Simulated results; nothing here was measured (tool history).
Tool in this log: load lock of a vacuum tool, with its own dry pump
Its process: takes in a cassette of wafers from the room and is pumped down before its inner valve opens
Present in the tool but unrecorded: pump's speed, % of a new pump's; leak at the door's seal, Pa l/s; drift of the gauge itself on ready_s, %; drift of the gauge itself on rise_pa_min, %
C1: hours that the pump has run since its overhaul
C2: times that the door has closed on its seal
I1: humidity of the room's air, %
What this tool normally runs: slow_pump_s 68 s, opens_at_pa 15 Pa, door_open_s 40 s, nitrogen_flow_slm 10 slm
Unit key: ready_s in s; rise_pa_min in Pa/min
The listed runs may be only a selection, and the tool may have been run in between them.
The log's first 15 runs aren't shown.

{"run": 16, "day": 178.15, "slow_pump_s": 68, "opens_at_pa": 15, "door_open_s": 40, "nitrogen_flow_slm": 10, "C1": 8685, "C2": 21544, "I1": 42.3, "ready_s": 118.7, "rise_pa_min": 0.042}
{"run": 17, "day": 194.188, "slow_pump_s": 83, "opens_at_pa": 15, "door_open_s": 40, "nitrogen_flow_slm": 10, "C1": 9070, "C2": 23207, "I1": 43.1, "ready_s": 130.0, "rise_pa_min": 0.044}
{"run": 18, "day": 206.821, "slow_pump_s": 83, "opens_at_pa": 15, "door_open_s": 40, "nitrogen_flow_slm": 10, "C1": 9373, "C2": 24517, "I1": 49.2, "ready_s": 130.8, "rise_pa_min": 0.049}
{"run": 19, "day": 216.112, "slow_pump_s": 83, "opens_at_pa": 15, "door_open_s": 40, "nitrogen_flow_slm": 10, "C1": 9596, "C2": 25481, "I1": 47.8, "ready_s": 132.0, "rise_pa_min": 0.044}
{"run": 20, "day": 225.6, "slow_pump_s": 38, "opens_at_pa": 15, "door_open_s": 40, "nitrogen_flow_slm": 29, "C1": 9824, "C2": 26465, "I1": 40.8, "ready_s": 92.7, "rise_pa_min": 0.025}
{"run": 21, "day": 238.121, "slow_pump_s": 55, "opens_at_pa": 15, "door_open_s": 40, "nitrogen_flow_slm": 6, "C1": 10124, "C2": 27764, "I1": 44.3, "ready_s": 105.7, "rise_pa_min": 0.051}
{"run": 22, "day": 247.933, "slow_pump_s": 106, "opens_at_pa": 12, "door_open_s": 40, "nitrogen_flow_slm": 10, "C1": 10360, "C2": 28781, "I1": 45.9, "ready_s": 151.9, "rise_pa_min": 0.045}
{"day": 257.496, "done": "dry pump taken out, an overhauled one fitted"}
{"run": 23, "day": 261.854, "slow_pump_s": 83, "opens_at_pa": 23, "door_open_s": 48, "nitrogen_flow_slm": 12, "C1": 105, "C2": 30199, "I1": 42.9, "ready_s": 128.6, "rise_pa_min": 0.039}
{"run": 24, "day": 278.142, "slow_pump_s": 68, "opens_at_pa": 15, "door_open_s": 67, "nitrogen_flow_slm": 10, "C1": 496, "C2": 31889, "I1": 44.8, "ready_s": 118.1, "rise_pa_min": 0.05}
{"run": 25, "day": 290.95, "slow_pump_s": 35, "opens_at_pa": 18, "door_open_s": 68, "nitrogen_flow_slm": 8, "C1": 803, "C2": 33217, "I1": 46.5, "ready_s": 88.2, "rise_pa_min": 0.063}
{"run": 26, "day": 306.667, "slow_pump_s": 91, "opens_at_pa": 21, "door_open_s": 68, "nitrogen_flow_slm": 16, "C1": 1180, "C2": 34847, "I1": 42.2, "ready_s": 136.6, "rise_pa_min": 0.043}
{"run": 27, "day": 318.133, "slow_pump_s": 68, "opens_at_pa": 22, "door_open_s": 40, "nitrogen_flow_slm": 10, "C1": 1455, "C2": 36036, "I1": 45.5, "ready_s": 116.5, "rise_pa_min": 0.044}
{"run": 28, "day": 330.788, "slow_pump_s": 122, "opens_at_pa": 15, "door_open_s": 87, "nitrogen_flow_slm": 7, "C1": 1759, "C2": 37349, "I1": 42.9, "ready_s": 164.8, "rise_pa_min": 0.058}
{"run": 29, "day": 347.488, "slow_pump_s": 122, "opens_at_pa": 15, "door_open_s": 87, "nitrogen_flow_slm": 7, "C1": 2160, "C2": 39081, "I1": 41.3, "ready_s": 166.0, "rise_pa_min": 0.059}
{"run": 30, "day": 354.496, "slow_pump_s": 122, "opens_at_pa": 15, "door_open_s": 87, "nitrogen_flow_slm": 7, "C1": 2328, "C2": 39808, "I1": 46.1, "ready_s": 163.6, "rise_pa_min": 0.064}
{"run": 31, "day": 362.779, "slow_pump_s": 122, "opens_at_pa": 15, "door_open_s": 87, "nitrogen_flow_slm": 7, "C1": 2527, "C2": 40667, "I1": 46.8, "ready_s": 167.0, "rise_pa_min": 0.066}
{"run": 32, "day": 376.583, "slow_pump_s": 122, "opens_at_pa": 12, "door_open_s": 191, "nitrogen_flow_slm": 8, "C1": 2858, "C2": 42099, "I1": 46.6, "ready_s": 166.8, "rise_pa_min": 0.086}
{"run": 33, "day": 384.146, "slow_pump_s": 63, "opens_at_pa": 12, "door_open_s": 109, "nitrogen_flow_slm": 5, "C1": 3040, "C2": 42883, "I1": 44.4, "ready_s": 116.1, "rise_pa_min": 0.076}
{"run": 34, "day": 391.308, "slow_pump_s": 63, "opens_at_pa": 12, "door_open_s": 109, "nitrogen_flow_slm": 5, "C1": 3212, "C2": 43626, "I1": 46.9, "ready_s": 116.4, "rise_pa_min": 0.081}
{"run": 35, "day": 405.267, "slow_pump_s": 63, "opens_at_pa": 12, "door_open_s": 109, "nitrogen_flow_slm": 5, "C1": 3547, "C2": 45074, "I1": 43.0, "ready_s": 114.7, "rise_pa_min": 0.07}
{"run": 36, "day": 417.938, "slow_pump_s": 63, "opens_at_pa": 11, "door_open_s": 109, "nitrogen_flow_slm": 5, "C1": 3851, "C2": 46387, "I1": 44.2, "ready_s": 116.2, "rise_pa_min": 0.071}

Branching from run 36: 4 alternative next runs. What would each branch give?
{"run": "A", "day": 432.488, "slow_pump_s": 135, "opens_at_pa": 11, "door_open_s": 40, "nitrogen_flow_slm": 10, "C1": 4200, "C2": 47896, "I1": 42.8, "ready_s": "?", "rise_pa_min": "?"}
{"run": "B", "day": 432.488, "slow_pump_s": 63, "opens_at_pa": 11, "door_open_s": 109, "nitrogen_flow_slm": 12, "C1": 4200, "C2": 47896, "I1": 46.3, "ready_s": "?", "rise_pa_min": "?"}
{"run": "C", "day": 432.488, "slow_pump_s": 49, "opens_at_pa": 11, "door_open_s": 109, "nitrogen_flow_slm": 12, "C1": 4200, "C2": 47896, "I1": 46.7, "ready_s": "?", "rise_pa_min": "?"}
{"run": "D", "day": 432.488, "slow_pump_s": 43, "opens_at_pa": 13, "door_open_s": 96, "nitrogen_flow_slm": 5, "C1": 4200, "C2": 47896, "I1": 43.8, "ready_s": "?", "rise_pa_min": "?"}

run=A ready_s=178.7 rise_pa_min=0.038
run=B ready_s=115.8 rise_pa_min=0.062
run=C ready_s=104.1 rise_pa_min=0.056
run=D ready_s=97.5 rise_pa_min=0.070
The same runs, with their run-to-run variation unchanged, on a tool lacking any hidden condition would have given:
run=A ready_s=178.7 rise_pa_min=0.037
run=B ready_s=115.8 rise_pa_min=0.061
run=C ready_s=104.1 rise_pa_min=0.054
run=D ready_s=97.5 rise_pa_min=0.068
